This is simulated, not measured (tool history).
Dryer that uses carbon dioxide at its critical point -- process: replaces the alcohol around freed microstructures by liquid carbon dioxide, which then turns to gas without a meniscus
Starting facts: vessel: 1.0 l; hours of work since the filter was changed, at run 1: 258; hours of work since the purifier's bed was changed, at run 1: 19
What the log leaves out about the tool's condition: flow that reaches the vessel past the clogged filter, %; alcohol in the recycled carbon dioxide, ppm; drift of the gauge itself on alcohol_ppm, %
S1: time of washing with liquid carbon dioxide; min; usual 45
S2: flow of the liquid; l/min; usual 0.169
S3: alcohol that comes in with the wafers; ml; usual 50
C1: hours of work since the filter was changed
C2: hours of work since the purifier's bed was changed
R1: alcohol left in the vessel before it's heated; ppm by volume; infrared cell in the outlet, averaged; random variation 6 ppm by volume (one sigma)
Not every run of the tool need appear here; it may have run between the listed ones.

Run 1, hour 0: usual settings; C1 258; C2 19. Result: R1 433 ppm by volume.
Run 2, hour 6.7: usual settings; C1 261; C2 22. Result: R1 431 ppm by volume.
Run 3, hour 11.6: usual settings but S1 47 min; C1 264; C2 25. Result: R1 352 ppm by volume.
Run 4, hour 17: usual settings but S1 47 min; C1 266; C2 27. Result: R1 341 ppm by volume.
Run 5, hour 23.2: usual settings but S1 47 min; C1 269; C2 30. Result: R1 345 ppm by volume.
Run 6, hour 27.4: usual settings but S1 47 min, S3 42 ml; C1 271; C2 32. Result: R1 294 ppm by volume.
Run 7, hour 34.3: usual settings but S1 47 min, S3 42 ml; C1 274; C2 35. Result: R1 302 ppm by volume.
Run 8, hour 41.3: usual settings but S1 47 min, S3 42 ml; C1 277; C2 38. Result: R1 307 ppm by volume.
Run 9, hour 46.8: usual settings but S3 98 ml; C1 279; C2 40. Result: R1 862 ppm by volume.
Run 10, hour 52.8: usual settings but S3 98 ml; C1 282; C2 43. Result: R1 860 ppm by volume.
Run 11, hour 56.9: usual settings but S3 98 ml; C1 284; C2 45. Result: R1 898 ppm by volume.
Run 12, hour 64.2: usual settings but S2 0.152 l/min; C1 287; C2 48. Result: R1 716 ppm by volume.
Run 13, hour 68.8: usual settings but S2 0.152 l/min; C1 289; C2 50. Result: R1 701 ppm by volume.
Run 14, hour 74.6: usual settings but S2 0.109 l/min; C1 292; C2 53. Result: R1 2288 ppm by volume.
Run 15, hour 81: usual settings but S2 0.197 l/min, S3 56 ml; C1 295; C2 56. Result: R1 241 ppm by volume.

What does the tool deliver on the next run?
Run 16, hour 87.5: usual settings but S2 0.16 l/min, S3 60 ml; C1 298; C2 59. Result: R1 ?.

For run 16 the tool returned R1 707 ppm by volume.
If the tool had no hidden condition, the same run with the same run-to-run variation would have returned R1 356 ppm by volume.
